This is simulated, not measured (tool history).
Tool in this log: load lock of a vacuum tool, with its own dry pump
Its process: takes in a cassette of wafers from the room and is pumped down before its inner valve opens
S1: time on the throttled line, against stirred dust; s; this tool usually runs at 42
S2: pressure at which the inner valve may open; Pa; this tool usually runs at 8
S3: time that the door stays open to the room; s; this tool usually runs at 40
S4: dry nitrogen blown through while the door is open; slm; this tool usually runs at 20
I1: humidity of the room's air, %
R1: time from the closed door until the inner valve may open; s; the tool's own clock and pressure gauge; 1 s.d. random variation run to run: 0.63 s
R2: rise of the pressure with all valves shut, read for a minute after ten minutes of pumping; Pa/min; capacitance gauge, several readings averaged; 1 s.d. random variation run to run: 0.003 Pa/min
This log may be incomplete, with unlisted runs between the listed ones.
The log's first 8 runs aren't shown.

run 9 hour=1392.7 | S1=42 S2=8 S3=101 S4=20 | I1=48.9 | R1=92.5 R2=0.086
run 10 hour=1557.5 | S1=42 S2=8 S3=40 S4=20 | I1=45.4 | R1=92.6 R2=0.068
run 11 hour=1734.8 | S1=42 S2=8 S3=40 S4=20 | I1=46.4 | R1=92.2 R2=0.065
run 12 hour=1905.9 | S1=42 S2=8 S3=40 S4=20 | I1=43.1 | R1=92.4 R2=0.072
run 13 hour=2083.7 | S1=59 S2=8 S3=40 S4=20 | I1=43.4 | R1=106.1 R2=0.074
run 14 hour=2329.8 | S1=59 S2=8 S3=40 S4=20 | I1=45.1 | R1=106.4 R2=0.073
run 15 hour=2462.7 | S1=59 S2=8 S3=40 S4=20 | I1=43.9 | R1=107.6 R2=0.071
run 16 hour=2695.8 | S1=59 S2=11 S3=40 S4=20 | I1=47.5 | R1=103.9 R2=0.079
run 17 hour=2956.2 | S1=59 S2=11 S3=200 S4=41 | I1=47.0 | R1=104.8 R2=0.089
run 18 hour=3170.9 | S1=56 S2=11 S3=57 S4=12 | I1=42.5 | R1=102.4 R2=0.089
run 19 hour=3350.0 | S1=56 S2=8 S3=74 S4=12 | I1=46.1 | R1=103.2 R2=0.105
run 20 hour=3597.4 | S1=56 S2=8 S3=74 S4=12 | I1=43.8 | R1=105.0 R2=0.099
run 21 hour=3714.9 | S1=76 S2=8 S3=108 S4=12 | I1=46.1 | R1=119.9 R2=0.113
run 22 hour=3871.5 | S1=76 S2=8 S3=108 S4=12 | I1=45.0 | R1=119.6 R2=0.114
run 23 hour=3979.1 | S1=76 S2=8 S3=108 S4=12 | I1=45.6 | R1=119.6 R2=0.113
run 24 hour=4181.5 | S1=30 S2=8 S3=108 S4=38 | I1=47.4 | R1=84.0 R2=0.093
run 25 hour=4439.0 | S1=42 S2=8 S3=52 S4=9 | I1=44.9 | R1=95.3 R2=0.109
run 26 hour=4606.4 | S1=23 S2=8 S3=52 S4=16 | I1=44.9 | R1=79.4 R2=0.098
run 27 hour=4758.8 | S1=23 S2=12 S3=29 S4=16 | I1=44.8 | R1=76.6 R2=0.092
run 28 hour=5017.0 | S1=73 S2=10 S3=121 S4=13 | I1=44.4 | R1=117.1 R2=0.120
run 29 hour=5185.8 | S1=22 S2=9 S3=212 S4=11 | I1=46.5 | R1=78.5 R2=0.153

Run 30 has not been measured yet. What should we expect?
run 30 hour=5307.7 | S1=42 S2=10 S3=32 S4=20 | I1=44.2 | R1=? R2=?

R1: 91.9 s
R2: 0.089 Pa/min
Minus the tool's unlogged condition, the same run would have read R1 90.3 s, R2 0.026 Pa/min.

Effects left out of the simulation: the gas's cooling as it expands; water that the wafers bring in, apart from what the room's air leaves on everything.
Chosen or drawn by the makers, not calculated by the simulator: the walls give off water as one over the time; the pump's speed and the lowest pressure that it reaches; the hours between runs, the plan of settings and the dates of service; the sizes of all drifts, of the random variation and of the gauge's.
